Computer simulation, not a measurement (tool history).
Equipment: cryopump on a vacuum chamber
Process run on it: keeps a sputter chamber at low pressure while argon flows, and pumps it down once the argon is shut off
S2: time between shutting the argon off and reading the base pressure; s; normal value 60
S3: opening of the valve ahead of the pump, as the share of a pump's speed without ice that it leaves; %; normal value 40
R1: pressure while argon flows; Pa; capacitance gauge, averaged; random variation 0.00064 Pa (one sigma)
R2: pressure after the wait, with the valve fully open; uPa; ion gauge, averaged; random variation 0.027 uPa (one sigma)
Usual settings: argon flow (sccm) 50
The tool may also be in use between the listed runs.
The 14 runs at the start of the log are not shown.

{"run": 15, "hour": 883.7, "argon flow (sccm)": 50, "S2": 161, "S3": 40, "R1": 0.1071, "R2": 1.36}
{"hour": 915.6, "done": "pump warmed up, emptied and cooled again"}
{"run": 16, "hour": 931.5, "argon flow (sccm)": 50, "S2": 60, "S3": 40, "R1": 0.1008, "R2": 1.92}
{"run": 17, "hour": 975.9, "argon flow (sccm)": 50, "S2": 60, "S3": 40, "R1": 0.1029, "R2": 1.93}
{"run": 18, "hour": 1035.5, "argon flow (sccm)": 50, "S2": 60, "S3": 40, "R1": 0.1017, "R2": 2.0}
{"run": 19, "hour": 1089.6, "argon flow (sccm)": 50, "S2": 60, "S3": 40, "R1": 0.1022, "R2": 1.97}
{"run": 20, "hour": 1135.6, "argon flow (sccm)": 40, "S2": 66, "S3": 21, "R1": 0.1549, "R2": 1.99}
{"run": 21, "hour": 1200.0, "argon flow (sccm)": 40, "S2": 66, "S3": 21, "R1": 0.155, "R2": 2.01}
{"run": 22, "hour": 1237.2, "argon flow (sccm)": 50, "S2": 60, "S3": 24, "R1": 0.1698, "R2": 2.19}
{"run": 23, "hour": 1313.9, "argon flow (sccm)": 50, "S2": 42, "S3": 37, "R1": 0.1128, "R2": 2.69}
{"run": 24, "hour": 1398.2, "argon flow (sccm)": 50, "S2": 42, "S3": 37, "R1": 0.112, "R2": 2.75}
{"run": 25, "hour": 1482.3, "argon flow (sccm)": 48, "S2": 60, "S3": 31, "R1": 0.1303, "R2": 2.34}
{"run": 26, "hour": 1528.4, "argon flow (sccm)": 48, "S2": 60, "S3": 31, "R1": 0.1299, "R2": 2.36}
{"hour": 1550.6, "done": "leaking fittings of the chamber tightened, without venting"}
{"run": 27, "hour": 1577.2, "argon flow (sccm)": 50, "S2": 60, "S3": 19, "R1": 0.2174, "R2": 1.33}
{"run": 28, "hour": 1615.2, "argon flow (sccm)": 58, "S2": 60, "S3": 53, "R1": 0.095, "R2": 1.35}
{"run": 29, "hour": 1676.3, "argon flow (sccm)": 43, "S2": 240, "S3": 34, "R1": 0.1078, "R2": 0.48}
{"run": 30, "hour": 1727.6, "argon flow (sccm)": 43, "S2": 240, "S3": 34, "R1": 0.107, "R2": 0.52}
{"hour": 1756.7, "done": "pump warmed up, emptied and cooled again"}
{"run": 31, "hour": 1790.9, "argon flow (sccm)": 52, "S2": 24, "S3": 40, "R1": 0.1069, "R2": 2.96}
{"run": 32, "hour": 1834.1, "argon flow (sccm)": 52, "S2": 24, "S3": 40, "R1": 0.1073, "R2": 3.13}
{"run": 33, "hour": 1906.7, "argon flow (sccm)": 73, "S2": 30, "S3": 17, "R1": 0.3489, "R2": 2.55}

The next listed run, before its measurement:
{"run": 34, "hour": 1951.2, "argon flow (sccm)": 65, "S2": 169, "S3": 40, "R1": "?", "R2": "?"}

Run 34 measured R1 0.1337 Pa, R2 0.78 uPa.
Had the tool carried no hidden state, the very same run would have given R1 0.1305 Pa, R2 0.53 uPa.
